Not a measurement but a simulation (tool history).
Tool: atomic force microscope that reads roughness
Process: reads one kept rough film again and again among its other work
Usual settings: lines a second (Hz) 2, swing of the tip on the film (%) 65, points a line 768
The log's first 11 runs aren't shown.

run	hour	lines a second (Hz)	swing of the tip on the film (%)	points a line	pictures with this tip	hours of work since the height scale was calibrated	roughness of the kept film (nm (root mean square))
12	112	2	65	381	276	399	2.488
13	119.3	2	65	381	290	404	2.483
14	131	2	65	565	312	412	2.481
# hour 135.8: new tip fitted
15	145.6	2	65	768	19	422	2.9
16	153.5	2	65	768	34	427	2.866
17	159.6	2	65	768	46	432	2.834
18	169.5	2	65	768	64	438	2.799
19	178.4	2	65	768	82	444	2.763
20	188.8	2	88	768	102	451	2.477
21	198.7	2	88	768	121	458	2.444
22	204.7	2	88	768	132	462	2.44
23	218	2	65	768	158	471	2.676
24	231.9	2	65	768	185	481	2.633
25	242.7	2	65	768	205	488	2.618
26	251.6	2	65	768	223	494	2.584
27	260.2	2	65	768	239	500	2.588
28	272.4	1.29	70	768	263	508	2.559
29	286.4	1.44	71	768	290	518	2.493
30	299.5	1.44	71	768	315	527	2.484
# hour 303.2: new tip fitted
31	308.8	0.5	87	768	11	533	2.881
32	322.1	2	64	768	36	542	2.818
33	331.9	2	64	768	55	548	2.803
34	338.4	2	64	768	68	553	2.766

The next listed run, before its measurement:
35	345.4	1.45	58	740	81	558	?

roughness of the kept film (nm (root mean square)): 2.822
Without the tool's hidden state the same run would have given roughness of the kept film (nm (root mean square)) 3.002.
